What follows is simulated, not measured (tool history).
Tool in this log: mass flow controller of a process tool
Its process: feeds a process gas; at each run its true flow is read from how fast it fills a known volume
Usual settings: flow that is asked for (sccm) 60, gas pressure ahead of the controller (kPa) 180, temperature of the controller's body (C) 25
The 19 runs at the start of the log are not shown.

| run | hour | flow that is asked for (sccm) | gas pressure ahead of the controller (kPa) | temperature of the controller's body (C) | true flow (%) |
|---|---|---|---|---|---|
| 20 | 1699.2 | 60 | 256 | 25 | 99.71 |
| 21 | 1821.2 | 60 | 249 | 35 | 98.66 |
| 22 | 1938.2 | 85 | 249 | 35 | 98.83 |
| 23 | 2035.1 | 60 | 259 | 35 | 98.72 |
|  | 2146.1 | controller's zero set anew |
| 24 | 2146.1 | 194 | 220 | 25 | 100.14 |
| 25 | 2203 | 62 | 207 | 25 | 99.6 |
| 26 | 2305.5 | 52 | 236 | 31 | 99.12 |
| 27 | 2393.3 | 52 | 184 | 29 | 98.9 |
| 28 | 2513.3 | 52 | 184 | 29 | 99.04 |
| 29 | 2570.8 | 52 | 184 | 29 | 99.07 |
| 30 | 2668.3 | 31 | 177 | 36 | 98.17 |
| 31 | 2795.3 | 31 | 177 | 36 | 98.2 |
| 32 | 2891.7 | 31 | 177 | 36 | 98.19 |
| 33 | 3013.2 | 124 | 189 | 25 | 99.56 |
| 34 | 3137.8 | 145 | 236 | 37 | 98.79 |
| 35 | 3214.1 | 34 | 183 | 33 | 98.48 |

Forecast each of these 5 alternatives for the next run:
| A | 3289 | 121 | 259 | 22 | ? |
| B | 3289 | 20 | 250 | 27 | ? |
| C | 3289 | 60 | 153 | 23 | ? |
| D | 3289 | 48 | 189 | 25 | ? |
| E | 3289 | 60 | 162 | 25 | ? |

| run | true flow (%) |
|---|---|
| A | 100.24 |
| B | 99.42 |
| C | 99.43 |
| D | 99.3 |
| E | 99.29 |
Without the tool's unlogged condition, the same runs would have read:
| run | true flow (%) |
|---|---|
| A | 100.24 |
| B | 99.43 |
| C | 99.43 |
| D | 99.3 |
| E | 99.29 |
